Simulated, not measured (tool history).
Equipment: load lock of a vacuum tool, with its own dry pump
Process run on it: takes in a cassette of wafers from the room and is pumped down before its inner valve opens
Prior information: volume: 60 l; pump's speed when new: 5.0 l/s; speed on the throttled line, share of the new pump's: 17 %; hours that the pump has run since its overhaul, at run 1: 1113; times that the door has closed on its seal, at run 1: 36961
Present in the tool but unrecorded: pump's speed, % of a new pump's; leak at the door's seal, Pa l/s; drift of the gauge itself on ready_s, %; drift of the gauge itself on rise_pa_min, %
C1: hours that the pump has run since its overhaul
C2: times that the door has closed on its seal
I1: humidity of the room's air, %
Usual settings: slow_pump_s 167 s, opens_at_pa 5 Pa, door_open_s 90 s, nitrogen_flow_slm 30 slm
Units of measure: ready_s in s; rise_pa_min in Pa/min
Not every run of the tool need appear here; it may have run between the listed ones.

Run 1, hour 0.0: usual settings; C1 1113; C2 36961; I1 44.2. Result: ready_s 261.2 s, rise_pa_min 0.159 Pa/min.
Run 2, hour 291.0: usual settings; C1 1404; C2 38404; I1 45.5. Result: ready_s 263.0 s, rise_pa_min 0.165 Pa/min.
Run 3, hour 572.5: usual settings but door_open_s 26 s; C1 1686; C2 39800; I1 45.1. Result: ready_s 261.8 s, rise_pa_min 0.159 Pa/min.
Run 4, hour 856.6: usual settings but slow_pump_s 95 s; C1 1970; C2 41209; I1 43.1. Result: ready_s 202.0 s, rise_pa_min 0.180 Pa/min.
Run 5, hour 1065.0: usual settings but slow_pump_s 95 s; C1 2178; C2 42242; I1 43.4. Result: ready_s 206.8 s, rise_pa_min 0.185 Pa/min.
Run 6, hour 1354.1: usual settings but slow_pump_s 95 s; C1 2467; C2 43676; I1 45.1. Result: ready_s 204.0 s, rise_pa_min 0.194 Pa/min.
Run 7, hour 1546.8: usual settings but door_open_s 39 s; C1 2660; C2 44631; I1 47.1. Result: ready_s 264.5 s, rise_pa_min 0.193 Pa/min.
Run 8, hour 1746.1: usual settings; C1 2859; C2 45620; I1 43.3. Result: ready_s 265.2 s, rise_pa_min 0.202 Pa/min.
Run 9, hour 1898.5: usual settings; C1 3012; C2 46375; I1 47.1. Result: ready_s 269.4 s, rise_pa_min 0.222 Pa/min.
Run 10, hour 2091.0: usual settings; C1 3204; C2 47330; I1 41.9. Result: ready_s 264.3 s, rise_pa_min 0.224 Pa/min.
Run 11, hour 2367.1: usual settings; C1 3480; C2 48699; I1 46.6. Result: ready_s 263.0 s, rise_pa_min 0.232 Pa/min.
Run 12, hour 2553.5: usual settings; C1 3667; C2 49623; I1 42.2. Result: ready_s 265.9 s, rise_pa_min 0.238 Pa/min.
Run 13, hour 2818.2: usual settings but door_open_s 35 s; C1 3931; C2 50936; I1 43.0. Result: ready_s 266.9 s, rise_pa_min 0.235 Pa/min.

For run 14, what comes out?
Run 14, hour 2974.9: usual settings but slow_pump_s 104 s, door_open_s 167 s, nitrogen_flow_slm 5 slm; C1 4088; C2 51713; I1 44.3. Result: ready_s ?, rise_pa_min ?.

{"run 14": {"ready_s": 216.3, "rise_pa_min": 0.308}}
If the tool had no hidden condition, the same run with the same run-to-run variation would have returned ready_s 206.3 s, rise_pa_min 0.082 Pa/min.
